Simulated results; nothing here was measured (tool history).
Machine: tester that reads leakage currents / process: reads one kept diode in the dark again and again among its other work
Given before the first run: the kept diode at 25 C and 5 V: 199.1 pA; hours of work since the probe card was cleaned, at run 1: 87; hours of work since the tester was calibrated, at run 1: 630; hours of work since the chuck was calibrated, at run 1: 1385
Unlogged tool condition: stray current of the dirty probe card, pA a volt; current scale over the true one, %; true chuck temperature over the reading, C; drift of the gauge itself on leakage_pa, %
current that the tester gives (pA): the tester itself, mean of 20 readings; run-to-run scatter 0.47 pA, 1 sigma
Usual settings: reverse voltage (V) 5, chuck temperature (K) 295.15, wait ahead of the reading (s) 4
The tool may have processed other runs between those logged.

run,hour,reverse voltage (V),chuck temperature (K),wait ahead of the reading (s),hours of work since the probe card was cleaned,hours of work since the tester was calibrated,hours of work since the chuck was calibrated,current that the tester gives (pA)
1,0,5,295.15,4,87,630,1385,144.4
2,32.9,12.23,295.15,4,108,651,1406,190.2
3,63.8,12.23,295.15,4,127,670,1425,189.08
4,90.4,12.23,295.15,4,143,686,1441,190.31
5,110.5,12.23,295.15,4,156,699,1454,189.82
6,142.6,5,295.15,4,176,719,1474,143.42
7,169,5,295.15,4,192,735,1490,143.23
8,196.2,5,329.15,4,209,752,1507,2038.11
# hour 212.8: chuck's temperature calibrated
9,234.6,5,329.15,4,232,775,14,2171.15
10,269,5,329.15,4,253,796,35,2161.33
11,286.7,5,295.15,4,264,807,46,156.82
12,320.5,2.1,295.15,4,285,828,67,119.49
13,343.6,2.1,295.15,4,299,842,81,119.2
14,368.1,2.1,295.15,4,315,857,96,118.73
15,401.5,2.1,295.15,4,335,878,117,118.73
16,416.8,5,327.15,4,345,888,127,1873.93
17,448.1,5,327.15,4,364,907,146,1873.07
18,477.6,5,327.15,1.9,383,926,165,1880.5
19,508,5,295.15,4,401,944,183,154.33
20,529.2,5,295.15,4,415,958,197,154.39
21,560.8,5,295.15,4,434,977,216,154.64
22,595.1,7.96,323.15,0.65,456,998,237,1618.35
23,618.9,5,311.15,2.25,470,1013,252,571.86
24,643.8,1.11,319.15,4.09,486,1029,268,662.64
25,671,1.11,319.15,4.09,503,1046,285,659.24
26,688.5,1.59,298.15,0.88,514,1056,295,140.13
27,718.4,12.41,306.15,0.49,532,1075,314,511.4
28,753.2,12.41,306.15,0.49,554,1097,336,508.27
29,773.3,3.81,330.15,0.37,566,1109,348,2110.35
30,801.6,3.81,330.15,0.37,584,1127,366,2103.94
31,822.9,3.81,330.15,0.37,597,1140,379,2103.15
32,852.5,3.81,332.15,1.8,615,1158,397,2418
33,876.6,3.81,332.15,1.8,630,1173,412,2419.48
34,909.5,1.04,295.15,1.4,651,1194,433,94.47
35,939.3,12.88,295.15,1.14,669,1212,451,209.43
36,966.1,5,299.15,4.6,686,1229,468,215.14
37,997.7,3.47,318.15,0.31,706,1249,487,862.05
38,1013,5,321.15,4,715,1258,497,1195.56
39,1034.1,13.21,295.15,4,728,1271,510,210.95
40,1049.8,13.21,295.15,4,738,1281,520,209.74
41,1072.9,1.99,313.15,4.12,752,1295,534,495.1

How the hidden state differs across the entries between the runs, from the last listed run before each to the first after it:
After run 8, before run 9: chuck's temperature calibrated (hour 212.8)
  stray current of the dirty probe card, pA a volt: 0.191 -> 0.208; current scale over the true one, %: -0.26 -> -0.28; true chuck temperature over the reading, C: -0.82 -> 0.07
  measured less the result without the state, current that the tester gives (pA): -125.59 -> +5.36
